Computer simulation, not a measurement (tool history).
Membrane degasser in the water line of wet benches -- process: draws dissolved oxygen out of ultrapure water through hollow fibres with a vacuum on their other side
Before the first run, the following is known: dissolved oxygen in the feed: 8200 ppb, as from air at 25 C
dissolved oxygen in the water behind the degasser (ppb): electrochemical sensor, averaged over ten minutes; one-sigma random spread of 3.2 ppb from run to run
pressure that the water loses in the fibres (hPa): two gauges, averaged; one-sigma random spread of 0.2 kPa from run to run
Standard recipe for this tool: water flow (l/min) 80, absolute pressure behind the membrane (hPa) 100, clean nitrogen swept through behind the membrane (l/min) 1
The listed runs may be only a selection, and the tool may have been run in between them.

run,hour,water flow (l/min),absolute pressure behind the membrane (hPa),clean nitrogen swept through behind the membrane (l/min),dissolved oxygen in the water behind the degasser (ppb),pressure that the water loses in the fibres (hPa)
1,0,80,100,1,901.8,472.2
2,27.4,80,100,1,900.5,468.1
3,55.7,80,100,1,904.1,467.4
4,97.6,80,100,1,902.2,467.6
5,122.7,80,100,0.91,948.6,469
6,177.2,80,100,0.91,954.3,471.2
7,208.7,122,83,1.76,694.7,710.8
8,239,58,87,2.93,267.5,340.5
9,285.5,58,87,2.93,267.1,342
10,326.5,72,61,0.58,556.3,422.2
11,356.4,116,186,0.58,2830.7,686.8

What if the next run were any one of these 5? Each begins from the tool's condition after run 11:
A,395.2,105,73,2.31,?,?
B,395.2,61,81,1,?,?
C,395.2,110,73,1,?,?
D,395.2,50,145,0.69,?,?
E,395.2,115,166,2.82,?,?

run,dissolved oxygen in the water behind the degasser (ppb),pressure that the water loses in the fibres (hPa)
A,441.1,615.3
B,562.5,360.2
C,742.9,644.9
D,1282.9,295.9
E,1076.9,675.3
With no hidden state in the tool, these same runs would have given:
run,dissolved oxygen in the water behind the degasser (ppb),pressure that the water loses in the fibres (hPa)
A,416,603.9
B,538.1,353.5
C,706.1,633
D,1264.6,290.5
E,1054.8,662.8

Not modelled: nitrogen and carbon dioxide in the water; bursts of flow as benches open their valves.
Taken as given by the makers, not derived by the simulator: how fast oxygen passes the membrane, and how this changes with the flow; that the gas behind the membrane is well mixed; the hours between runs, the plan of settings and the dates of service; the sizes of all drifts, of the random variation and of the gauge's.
